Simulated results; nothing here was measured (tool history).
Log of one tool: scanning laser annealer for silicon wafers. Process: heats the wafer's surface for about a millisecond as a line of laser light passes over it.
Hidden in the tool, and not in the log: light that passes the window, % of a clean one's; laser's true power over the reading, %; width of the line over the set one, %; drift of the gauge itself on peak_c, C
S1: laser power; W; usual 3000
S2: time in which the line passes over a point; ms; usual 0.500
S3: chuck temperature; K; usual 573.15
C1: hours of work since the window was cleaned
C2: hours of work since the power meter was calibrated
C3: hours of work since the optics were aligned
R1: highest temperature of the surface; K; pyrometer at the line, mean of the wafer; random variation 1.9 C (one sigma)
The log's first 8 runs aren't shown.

| run | hour | S1 | S2 | S3 | C1 | C2 | C3 | R1 |
|---|---|---|---|---|---|---|---|---|
| 9 | 168.8 | 3000 | 0.500 | 573.15 | 781 | 684 | 920 | 1287.15 |
| 10 | 193.2 | 3000 | 0.500 | 573.15 | 798 | 702 | 937 | 1288.15 |
| 11 | 208.9 | 3000 | 0.500 | 573.15 | 810 | 713 | 949 | 1288.15 |
| 12 | 235.4 | 3000 | 0.500 | 573.15 | 829 | 732 | 968 | 1287.15 |
| 13 | 252.2 | 3000 | 0.500 | 573.15 | 841 | 744 | 980 | 1281.15 |
| 14 | 279.0 | 3000 | 0.500 | 557.15 | 860 | 764 | 999 | 1266.15 |
|  | 284.4 | window over the wafer cleaned |
| 15 | 308.7 | 3000 | 0.500 | 588.15 | 17 | 784 | 1019 | 1354.15 |
| 16 | 336.0 | 3000 | 0.500 | 588.15 | 37 | 803 | 1038 | 1349.15 |
| 17 | 363.8 | 3000 | 0.500 | 573.15 | 57 | 823 | 1058 | 1335.15 |
| 18 | 386.5 | 3000 | 0.500 | 573.15 | 73 | 839 | 1075 | 1338.15 |
| 19 | 404.4 | 3000 | 0.500 | 573.15 | 86 | 852 | 1088 | 1337.15 |
| 20 | 416.7 | 3000 | 0.500 | 573.15 | 95 | 861 | 1096 | 1332.15 |
|  | 421.5 | laser's power meter calibrated |
| 21 | 432.5 | 3116 | 0.500 | 547.15 | 104 | 8 | 1106 | 1351.15 |
| 22 | 453.8 | 3160 | 0.408 | 546.15 | 120 | 23 | 1121 | 1290.15 |
| 23 | 470.3 | 3160 | 0.408 | 546.15 | 131 | 35 | 1133 | 1290.15 |
| 24 | 491.3 | 2749 | 0.408 | 546.15 | 147 | 50 | 1148 | 1164.15 |
|  | 510.2 | laser's power meter calibrated, once more |
| 25 | 518.2 | 2749 | 0.408 | 546.15 | 164 | 6 | 1165 | 1149.15 |
| 26 | 547.0 | 2749 | 0.408 | 546.15 | 184 | 26 | 1186 | 1148.15 |
| 27 | 576.6 | 2737 | 0.586 | 573.15 | 206 | 48 | 1207 | 1282.15 |
| 28 | 604.9 | 3234 | 0.575 | 573.15 | 226 | 68 | 1227 | 1450.15 |
| 29 | 618.4 | 2737 | 0.575 | 539.15 | 236 | 78 | 1237 | 1240.15 |
| 30 | 639.4 | 2737 | 0.575 | 539.15 | 251 | 93 | 1252 | 1239.15 |
| 31 | 658.2 | 2737 | 0.575 | 539.15 | 264 | 106 | 1266 | 1236.15 |
| 32 | 684.0 | 2737 | 0.575 | 539.15 | 283 | 125 | 1284 | 1238.15 |
| 33 | 702.0 | 3197 | 0.500 | 595.15 | 296 | 138 | 1297 | 1398.15 |

Run 34 comes next. What will it give?
| 34 | 722.7 | 3197 | 0.500 | 595.15 | 311 | 153 | 1312 | ? |

Run 34 gave R1 1398.15 K.
Without the tool's hidden state the same run would have given R1 1451.15 K.
